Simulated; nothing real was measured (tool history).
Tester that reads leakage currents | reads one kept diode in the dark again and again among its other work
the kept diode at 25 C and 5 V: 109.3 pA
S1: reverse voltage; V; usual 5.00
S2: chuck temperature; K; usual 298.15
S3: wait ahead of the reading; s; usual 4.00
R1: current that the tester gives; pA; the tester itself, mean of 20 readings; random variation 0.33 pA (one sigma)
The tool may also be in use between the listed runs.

run	hour	S1	S2	S3	R1
1	0.0	5.00	298.15	4.00	110.26
2	56.3	5.00	298.15	4.00	109.62
3	140.1	3.83	298.15	4.00	95.80
4	202.9	3.83	298.15	4.00	96.12
5	246.7	5.00	298.15	0.72	112.73
6	313.7	5.00	298.15	0.72	113.35
7	380.7	9.22	314.15	0.49	561.38
8	476.4	9.22	314.15	0.49	563.41
9	539.0	3.59	305.15	4.00	167.78
10	623.4	2.93	298.15	4.00	85.46
11	701.1	2.93	298.15	4.00	86.16

Taken out of this log: 1 entry between the listed runs. Where each belongs, and how the hidden state differs across it:
Between runs 8 and 9: probe card cleaned and baked (hour 486.2)
  stray current of the dirty probe card, pA a volt: 0.287 -> 0.387; current scale over the true one, %: -1.79 -> -1.83; true chuck temperature over the reading, C: 0.51 -> 0.57
  measured less the result without the state, R1: +13.72 -> +5.67 pA
